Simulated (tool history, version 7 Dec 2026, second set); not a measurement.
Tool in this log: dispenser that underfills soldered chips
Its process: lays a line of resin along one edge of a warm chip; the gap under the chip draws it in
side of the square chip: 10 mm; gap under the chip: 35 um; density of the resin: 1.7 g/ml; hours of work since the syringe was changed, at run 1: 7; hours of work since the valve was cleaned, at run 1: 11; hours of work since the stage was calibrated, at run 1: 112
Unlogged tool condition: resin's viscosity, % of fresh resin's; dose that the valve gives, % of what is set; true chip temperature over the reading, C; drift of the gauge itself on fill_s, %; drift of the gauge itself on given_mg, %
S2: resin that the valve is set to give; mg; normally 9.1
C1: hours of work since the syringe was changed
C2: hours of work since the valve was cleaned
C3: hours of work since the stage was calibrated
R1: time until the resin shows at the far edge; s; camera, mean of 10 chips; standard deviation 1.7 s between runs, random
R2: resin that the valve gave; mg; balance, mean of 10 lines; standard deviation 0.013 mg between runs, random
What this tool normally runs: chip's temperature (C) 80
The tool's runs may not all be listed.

{"run": 1, "hour": 0.0, "chip's temperature (C)": 80, "S2": 9.1, "C1": 7, "C2": 11, "C3": 112, "R1": 227, "R2": 9.06}
{"hour": 3.6, "done": "new syringe of resin"}
{"run": 2, "hour": 5.3, "chip's temperature (C)": 80, "S2": 9.1, "C1": 1, "C2": 14, "C3": 115, "R1": 166.5, "R2": 9.04}
{"run": 3, "hour": 14.6, "chip's temperature (C)": 80, "S2": 9.1, "C1": 7, "C2": 20, "C3": 120, "R1": 226.2, "R2": 9.01}
{"hour": 18.5, "done": "new syringe of resin"}
{"run": 4, "hour": 22.3, "chip's temperature (C)": 80, "S2": 9.1, "C1": 2, "C2": 25, "C3": 125, "R1": 182.5, "R2": 9}
{"run": 5, "hour": 28.5, "chip's temperature (C)": 70, "S2": 9.1, "C1": 6, "C2": 28, "C3": 129, "R1": 376.8, "R2": 9}
{"hour": 33.3, "done": "new syringe of resin"}
{"run": 6, "hour": 37.6, "chip's temperature (C)": 70, "S2": 9.1, "C1": 3, "C2": 34, "C3": 134, "R1": 315.2, "R2": 8.95}
{"run": 7, "hour": 44.3, "chip's temperature (C)": 70, "S2": 10.96, "C1": 7, "C2": 38, "C3": 138, "R1": 387, "R2": 10.79}
{"hour": 48.2, "done": "new syringe of resin"}
{"run": 8, "hour": 51.4, "chip's temperature (C)": 80, "S2": 10.39, "C1": 2, "C2": 42, "C3": 142, "R1": 173.9, "R2": 10.19}
{"hour": 59.2, "done": "dispensing valve cleaned and set on the balance"}
{"run": 9, "hour": 60.9, "chip's temperature (C)": 80, "S2": 9.1, "C1": 7, "C2": 1, "C3": 148, "R1": 231.1, "R2": 9.1}
{"hour": 64.4, "done": "new syringe of resin"}
{"run": 10, "hour": 69.0, "chip's temperature (C)": 80, "S2": 8.49, "C1": 3, "C2": 6, "C3": 152, "R1": 186, "R2": 8.48}
{"run": 11, "hour": 76.3, "chip's temperature (C)": 80, "S2": 8.32, "C1": 7, "C2": 10, "C3": 157, "R1": 234.5, "R2": 8.27}
{"hour": 79.7, "done": "new syringe of resin"}
{"run": 12, "hour": 82.9, "chip's temperature (C)": 80, "S2": 8.32, "C1": 2, "C2": 14, "C3": 161, "R1": 179.4, "R2": 8.26}
{"run": 13, "hour": 93.4, "chip's temperature (C)": 80, "S2": 8.32, "C1": 8, "C2": 21, "C3": 167, "R1": 255, "R2": 8.25}
{"hour": 95.1, "done": "new syringe of resin"}
{"run": 14, "hour": 101.2, "chip's temperature (C)": 80, "S2": 9.1, "C1": 4, "C2": 25, "C3": 172, "R1": 193.9, "R2": 9.01}
{"hour": 110.4, "done": "new syringe of resin"}
{"run": 15, "hour": 111.8, "chip's temperature (C)": 69, "S2": 9.1, "C1": 1, "C2": 32, "C3": 178, "R1": 297.1, "R2": 8.95}
{"run": 16, "hour": 118.5, "chip's temperature (C)": 84, "S2": 9.1, "C1": 5, "C2": 36, "C3": 182, "R1": 168.1, "R2": 8.96}
{"hour": 125.1, "done": "new syringe of resin"}
{"run": 17, "hour": 129.0, "chip's temperature (C)": 84, "S2": 9.1, "C1": 2, "C2": 42, "C3": 189, "R1": 150.3, "R2": 8.91}
{"run": 18, "hour": 134.6, "chip's temperature (C)": 84, "S2": 9.1, "C1": 6, "C2": 45, "C3": 192, "R1": 179, "R2": 8.96}
{"hour": 136.9, "done": "dispensing valve cleaned and set on the balance"}
{"hour": 140.8, "done": "new syringe of resin"}
{"run": 19, "hour": 140.8, "chip's temperature (C)": 84, "S2": 8.8, "C1": 0, "C2": 2, "C3": 195, "R1": 130.1, "R2": 8.8}
{"run": 20, "hour": 146.8, "chip's temperature (C)": 84, "S2": 8.8, "C1": 4, "C2": 6, "C3": 199, "R1": 157.6, "R2": 8.8}
{"run": 21, "hour": 153.1, "chip's temperature (C)": 84, "S2": 8.8, "C1": 8, "C2": 10, "C3": 203, "R1": 195.6, "R2": 8.77}
{"hour": 155.7, "done": "new syringe of resin"}
{"run": 22, "hour": 161.3, "chip's temperature (C)": 91, "S2": 8.8, "C1": 3, "C2": 15, "C3": 207, "R1": 111.4, "R2": 8.74}
{"run": 23, "hour": 168.0, "chip's temperature (C)": 80, "S2": 9.23, "C1": 8, "C2": 19, "C3": 211, "R1": 238.1, "R2": 9.16}
{"hour": 170.4, "done": "new syringe of resin"}
{"run": 24, "hour": 176.6, "chip's temperature (C)": 80, "S2": 9.23, "C1": 4, "C2": 24, "C3": 217, "R1": 195.8, "R2": 9.14}
{"run": 25, "hour": 181.1, "chip's temperature (C)": 82, "S2": 7.97, "C1": 7, "C2": 27, "C3": 219, "R1": 208.1, "R2": 7.9}
{"hour": 185.8, "done": "new syringe of resin"}
{"run": 26, "hour": 190.4, "chip's temperature (C)": 90, "S2": 9.14, "C1": 3, "C2": 32, "C3": 225, "R1": 108.5, "R2": 9.03}
{"run": 27, "hour": 197.3, "chip's temperature (C)": 74, "S2": 7.73, "C1": 7, "C2": 36, "C3": 229, "R1": 324.3, "R2": 7.62}
{"hour": 200.4, "done": "new syringe of resin"}
{"run": 28, "hour": 202.2, "chip's temperature (C)": 84, "S2": 8.7, "C1": 1, "C2": 39, "C3": 232, "R1": 139.2, "R2": 8.56}
{"run": 29, "hour": 206.7, "chip's temperature (C)": 76, "S2": 9.22, "C1": 4, "C2": 42, "C3": 235, "R1": 243.7, "R2": 9.06}
{"run": 30, "hour": 211.6, "chip's temperature (C)": 68, "S2": 8.16, "C1": 7, "C2": 45, "C3": 238, "R1": 439.4, "R2": 8.02}
{"hour": 214.6, "done": "dispensing valve cleaned and set on the balance"}
{"hour": 216.6, "done": "new syringe of resin"}
{"run": 31, "hour": 222.1, "chip's temperature (C)": 68, "S2": 8.16, "C1": 3, "C2": 4, "C3": 243, "R1": 363.4, "R2": 8.16}
{"hour": 231.6, "done": "new syringe of resin"}
{"run": 32, "hour": 232.9, "chip's temperature (C)": 68, "S2": 9.26, "C1": 1, "C2": 11, "C3": 250, "R1": 309.3, "R2": 9.28}
{"run": 33, "hour": 239.7, "chip's temperature (C)": 71, "S2": 9.01, "C1": 5, "C2": 15, "C3": 254, "R1": 325.4, "R2": 8.99}
{"run": 34, "hour": 245.1, "chip's temperature (C)": 82, "S2": 11.33, "C1": 8, "C2": 18, "C3": 257, "R1": 213.8, "R2": 11.3}
{"hour": 246.3, "done": "new syringe of resin"}
{"run": 35, "hour": 254.4, "chip's temperature (C)": 71, "S2": 7.72, "C1": 5, "C2": 24, "C3": 263, "R1": 339.7, "R2": 7.66}
{"run": 36, "hour": 258.9, "chip's temperature (C)": 79, "S2": 10.52, "C1": 8, "C2": 27, "C3": 266, "R1": 246.8, "R2": 10.46}

How would selected steps in R1 from run to run divide? Give the signed amount a tool lacking its hidden state would still show from settings, what came in and random variation, and the signed amount left for the hidden state, including any gauge scatter that is not in both of the compared results.
Run 7 -> 8: chip's temperature (C) 70 -> 80, S2 10.96 -> 10.39, new syringe of resin. R1 -213.1 s: hidden state -99.8, all else -113.3.
Run 26 -> 27: chip's temperature (C) 90 -> 74, S2 9.14 -> 7.73. R1 +215.8 s: hidden state +79.2, all else +136.6.
Run 27 -> 28: chip's temperature (C) 74 -> 84, S2 7.73 -> 8.7, new syringe of resin. R1 -185.1 s: hidden state -86.5, all else -98.6.
Run 29 -> 30: chip's temperature (C) 76 -> 68, S2 9.22 -> 8.16. R1 +195.7 s: hidden state +85.1, all else +110.6.
